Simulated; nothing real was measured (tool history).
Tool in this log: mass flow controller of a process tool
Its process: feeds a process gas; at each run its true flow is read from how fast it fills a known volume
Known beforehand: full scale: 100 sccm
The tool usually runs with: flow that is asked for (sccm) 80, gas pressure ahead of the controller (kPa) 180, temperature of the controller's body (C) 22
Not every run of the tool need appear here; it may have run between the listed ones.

| run | day | flow that is asked for (sccm) | gas pressure ahead of the controller (kPa) | temperature of the controller's body (C) | true flow (%) |
|---|---|---|---|---|---|
| 1 | 0 | 80 | 180 | 22 | 99.64 |
| 2 | 2.825 | 80 | 180 | 22 | 99.62 |
| 3 | 6.721 | 80 | 180 | 22 | 99.55 |
| 4 | 9.708 | 80 | 180 | 22 | 99.67 |
| 5 | 12.729 | 80 | 180 | 22 | 99.66 |
| 6 | 14.912 | 22 | 174 | 21 | 100.1 |
| 7 | 19.108 | 22 | 174 | 21 | 100.16 |
|  | 19.321 | controller's zero set anew |
| 8 | 21.125 | 23 | 221 | 32 | 101.83 |
| 9 | 23.246 | 32 | 180 | 22 | 100.59 |
| 10 | 25.054 | 41 | 180 | 22 | 100.25 |

Alternative continuations, all from the tool just after run 10; predict every row:
| A | 27.954 | 31 | 220 | 31 | ? |
| B | 27.954 | 11 | 209 | 31 | ? |
| C | 27.954 | 38 | 149 | 38 | ? |
| D | 27.954 | 14 | 180 | 22 | ? |
| E | 27.954 | 22 | 261 | 22 | ? |

| run | true flow (%) |
|---|---|
| A | 101.15 |
| B | 105.3 |
| C | 100.89 |
| D | 103.12 |
| E | 101.88 |
Had the tool no hidden state, the same runs would have come out as:
| run | true flow (%) |
|---|---|
| A | 99.16 |
| B | 98.96 |
| C | 99.34 |
| D | 98.22 |
| E | 98.91 |

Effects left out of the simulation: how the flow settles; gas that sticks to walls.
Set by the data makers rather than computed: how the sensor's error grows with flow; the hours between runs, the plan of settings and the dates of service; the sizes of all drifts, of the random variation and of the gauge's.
